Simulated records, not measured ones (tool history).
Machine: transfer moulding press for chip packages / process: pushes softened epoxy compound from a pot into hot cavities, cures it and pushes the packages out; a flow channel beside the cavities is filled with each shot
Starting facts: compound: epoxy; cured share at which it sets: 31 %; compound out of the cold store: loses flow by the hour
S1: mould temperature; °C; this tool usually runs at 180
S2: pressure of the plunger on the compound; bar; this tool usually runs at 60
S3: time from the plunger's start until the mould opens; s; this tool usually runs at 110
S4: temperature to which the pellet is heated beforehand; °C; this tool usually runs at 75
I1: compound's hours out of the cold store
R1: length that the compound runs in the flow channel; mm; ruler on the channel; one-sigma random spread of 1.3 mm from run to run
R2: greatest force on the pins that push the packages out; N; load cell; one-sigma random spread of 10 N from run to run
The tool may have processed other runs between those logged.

{"run": 1, "hour": 0.0, "S1": 180, "S2": 60, "S3": 110, "S4": 75, "I1": 45.8, "R1": 941, "R2": 476}
{"run": 2, "hour": 22.9, "S1": 180, "S2": 60, "S3": 110, "S4": 75, "I1": 9.3, "R1": 1042, "R2": 474}
{"hour": 30.8, "done": "plunger's sealing rings changed"}
{"run": 3, "hour": 59.1, "S1": 180, "S2": 63.2, "S3": 110, "S4": 75, "I1": 31, "R1": 1003, "R2": 479}
{"hour": 69.5, "done": "cavities cleaned with cleaning compound and waxed"}
{"run": 4, "hour": 95.6, "S1": 180, "S2": 60, "S3": 110, "S4": 66, "I1": 30.1, "R1": 983, "R2": 463}
{"run": 5, "hour": 126.5, "S1": 180, "S2": 60, "S3": 110, "S4": 66, "I1": 19.3, "R1": 1011, "R2": 480}
{"run": 6, "hour": 153.2, "S1": 180, "S2": 60, "S3": 110, "S4": 66, "I1": 14.4, "R1": 1025, "R2": 494}
{"hour": 175.5, "done": "cavities cleaned with cleaning compound and waxed"}
{"run": 7, "hour": 189.5, "S1": 180, "S2": 60, "S3": 110, "S4": 66, "I1": 33, "R1": 972, "R2": 461}
{"run": 8, "hour": 213.2, "S1": 180, "S2": 60, "S3": 110, "S4": 66, "I1": 17.9, "R1": 1015, "R2": 485}
{"run": 9, "hour": 235.5, "S1": 180, "S2": 60, "S3": 110, "S4": 75, "I1": 16.9, "R1": 1016, "R2": 465}
{"hour": 256.8, "done": "plunger's sealing rings changed"}
{"run": 10, "hour": 269.5, "S1": 180, "S2": 60, "S3": 103, "S4": 75, "I1": 42, "R1": 949, "R2": 515}
{"hour": 282.0, "done": "cavities cleaned with cleaning compound and waxed"}
{"run": 11, "hour": 306.6, "S1": 180, "S2": 60, "S3": 110, "S4": 75, "I1": 34, "R1": 969, "R2": 474}
{"run": 12, "hour": 322.2, "S1": 178, "S2": 60, "S3": 115, "S4": 75, "I1": 24.1, "R1": 1001, "R2": 460}
{"run": 13, "hour": 348.9, "S1": 178, "S2": 60, "S3": 115, "S4": 75, "I1": 46.5, "R1": 943, "R2": 460}
{"run": 14, "hour": 382.8, "S1": 178, "S2": 60, "S3": 115, "S4": 75, "I1": 47.8, "R1": 939, "R2": 470}
{"hour": 387.2, "done": "cavities cleaned with cleaning compound and waxed"}
{"run": 15, "hour": 411.3, "S1": 174, "S2": 60, "S3": 121, "S4": 75, "I1": 17.5, "R1": 1035, "R2": 534}
{"run": 16, "hour": 432.6, "S1": 181, "S2": 58.8, "S3": 110, "S4": 77, "I1": 22.7, "R1": 989, "R2": 433}
{"run": 17, "hour": 467.4, "S1": 181, "S2": 61, "S3": 110, "S4": 73, "I1": 23.8, "R1": 1004, "R2": 448}
{"hour": 484.7, "done": "plunger's sealing rings changed"}
{"hour": 493.8, "done": "cavities cleaned with cleaning compound and waxed"}
{"run": 18, "hour": 497.0, "S1": 181, "S2": 50.4, "S3": 125, "S4": 72, "I1": 11.5, "R1": 947, "R2": 421}
{"run": 19, "hour": 525.6, "S1": 181, "S2": 50.4, "S3": 125, "S4": 83, "I1": 20.5, "R1": 917, "R2": 395}
{"hour": 532.1, "done": "mould's thermocouples calibrated"}
{"run": 20, "hour": 553.6, "S1": 186, "S2": 53.7, "S3": 131, "S4": 81, "I1": 37.4, "R1": 897, "R2": 407}
{"run": 21, "hour": 574.4, "S1": 176, "S2": 51.6, "S3": 90, "S4": 67, "I1": 36.4, "R1": 907, "R2": 886}

5 ways to go on from here, each from the tool as it stands after run 21. What would each give?
{"hour": 601.1, "done": "cavities cleaned with cleaning compound and waxed"}
{"run": "A", "hour": 613.1, "S1": 176, "S2": 49.1, "S3": 90, "S4": 67, "I1": 35.5, "R1": "?", "R2": "?"}
{"hour": 601.1, "done": "cavities cleaned with cleaning compound and waxed"}
{"run": "B", "hour": 613.1, "S1": 173, "S2": 60, "S3": 98, "S4": 79, "I1": 12.9, "R1": "?", "R2": "?"}
{"hour": 601.1, "done": "cavities cleaned with cleaning compound and waxed"}
{"run": "C", "hour": 613.1, "S1": 174, "S2": 47.9, "S3": 90, "S4": 67, "I1": 22.6, "R1": "?", "R2": "?"}
{"hour": 601.1, "done": "cavities cleaned with cleaning compound and waxed"}
{"run": "D", "hour": 613.1, "S1": 172, "S2": 69.5, "S3": 90, "S4": 76, "I1": 11.2, "R1": "?", "R2": "?"}
{"hour": 601.1, "done": "cavities cleaned with cleaning compound and waxed"}
{"run": "E", "hour": 613.1, "S1": 176, "S2": 68.8, "S3": 110, "S4": 81, "I1": 45.1, "R1": "?", "R2": "?"}

run=A R1=884 R2=878
run=B R1=1049 R2=905
run=C R1=911 R2=1023
run=D R1=1137 R2=1252
run=E R1=1018 R2=533
What these runs would have given with no unlogged condition in the tool:
run=A R1=884 R2=874
run=B R1=1049 R2=901
run=C R1=911 R2=1018
run=D R1=1137 R2=1246
run=E R1=1019 R2=530
